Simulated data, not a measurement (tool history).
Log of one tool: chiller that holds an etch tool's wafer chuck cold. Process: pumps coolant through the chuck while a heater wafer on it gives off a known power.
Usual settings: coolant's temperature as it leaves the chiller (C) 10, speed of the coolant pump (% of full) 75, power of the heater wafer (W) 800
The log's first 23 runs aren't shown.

| run | hour | coolant's temperature as it leaves the chiller (C) | speed of the coolant pump (% of full) | power of the heater wafer (W) | hours since the coolant was changed and the channels were flushed | hours since the pump was overhauled | hours since the chiller's thermometer was calibrated | chuck's temperature once it has settled (C) | how much warmer the coolant comes back (C) |
|---|---|---|---|---|---|---|---|---|---|
| 24 | 1717.5 | 16 | 90 | 800 | 3244 | 2896 | 121 | 21.24 | 2.43 |
| 25 | 1807.2 | 10 | 75 | 1006 | 3333 | 2986 | 211 | 18.03 | 3.78 |
| 26 | 1889.5 | 10 | 79 | 476 | 3416 | 3068 | 293 | 13.53 | 1.71 |
| 27 | 1965.8 | 12 | 75 | 503 | 3492 | 3144 | 370 | 15.90 | 1.91 |
| 28 | 2033.9 | 12 | 75 | 503 | 3560 | 3212 | 438 | 15.87 | 1.90 |
| 29 | 2124.3 | 12 | 88 | 743 | 3650 | 3303 | 528 | 16.98 | 2.34 |
| 30 | 2212.1 | 10 | 86 | 651 | 3738 | 3391 | 616 | 14.41 | 2.11 |
| 31 | 2316.2 | 10 | 86 | 651 | 3842 | 3495 | 720 | 14.40 | 2.12 |

4 ways to go on from here, each from the tool as it stands after run 31. What would each give?
| A | 2365.6 | 10 | 65 | 1173 | 3892 | 3544 | 769 | ? | ? |
| B | 2365.6 | 10 | 97 | 458 | 3892 | 3544 | 769 | ? | ? |
| C | 2365.6 | 10 | 65 | 800 | 3892 | 3544 | 769 | ? | ? |
| D | 2365.6 | 10 | 86 | 502 | 3892 | 3544 | 769 | ? | ? |

| run | chuck's temperature once it has settled (C) | how much warmer the coolant comes back (C) |
|---|---|---|
| A | 21.00 | 5.23 |
| B | 12.68 | 1.30 |
| C | 17.35 | 3.55 |
| D | 13.38 | 1.61 |
Without the tool's hidden state the same runs would have given:
| run | chuck's temperature once it has settled (C) | how much warmer the coolant comes back (C) |
|---|---|---|
| A | 20.25 | 5.10 |
| B | 12.65 | 1.27 |
| C | 16.91 | 3.46 |
| D | 13.28 | 1.57 |
